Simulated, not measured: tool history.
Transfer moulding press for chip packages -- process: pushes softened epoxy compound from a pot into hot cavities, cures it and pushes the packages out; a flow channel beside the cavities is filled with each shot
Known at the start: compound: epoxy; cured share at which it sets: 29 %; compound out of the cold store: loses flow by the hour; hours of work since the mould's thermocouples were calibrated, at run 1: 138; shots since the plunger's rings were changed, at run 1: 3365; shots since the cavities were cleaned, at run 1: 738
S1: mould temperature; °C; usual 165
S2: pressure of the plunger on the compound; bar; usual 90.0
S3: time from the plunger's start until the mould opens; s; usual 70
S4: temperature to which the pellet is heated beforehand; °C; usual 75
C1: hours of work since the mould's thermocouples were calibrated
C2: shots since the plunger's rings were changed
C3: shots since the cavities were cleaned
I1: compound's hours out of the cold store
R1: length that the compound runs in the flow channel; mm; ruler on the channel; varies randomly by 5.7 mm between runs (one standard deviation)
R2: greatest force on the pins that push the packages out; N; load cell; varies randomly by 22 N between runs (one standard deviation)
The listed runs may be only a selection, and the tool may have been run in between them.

run,hour,S1,S2,S3,S4,C1,C2,C3,I1,R1,R2
1,0.0,165,90.0,70,75,138,3365,738,41.9,539,1611
2,7.1,165,90.0,70,75,142,3456,829,26.3,567,1695
3,14.4,165,109.1,70,75,146,3549,922,42.0,589,1649
4,22.4,165,109.1,70,75,151,3651,1024,11.9,649,1828
5,28.1,165,90.0,70,75,154,3724,1097,43.8,535,1724
# hour 30.9: mould's thermocouples calibrated
# hour 37.4: cavities cleaned with cleaning compound and waxed
6,41.2,165,90.0,70,82,5,3846,48,16.7,579,1178
# hour 49.0: mould's thermocouples calibrated, once more
7,51.5,165,90.0,70,82,1,3952,154,9.0,572,1230
8,61.0,165,94.4,86,78,7,4073,275,9.2,597,789
9,69.5,158,78.0,102,80,11,4182,384,44.5,511,899

Estimate the outcome of run 10 from the log above:
10,73.6,165,90.0,59,71,14,4233,435,47.1,?,?

R1: 529 mm
R2: 2195 N
If the tool had no hidden condition, the same run with the same run-to-run variation would have returned R1 562 mm, R2 1577 N.

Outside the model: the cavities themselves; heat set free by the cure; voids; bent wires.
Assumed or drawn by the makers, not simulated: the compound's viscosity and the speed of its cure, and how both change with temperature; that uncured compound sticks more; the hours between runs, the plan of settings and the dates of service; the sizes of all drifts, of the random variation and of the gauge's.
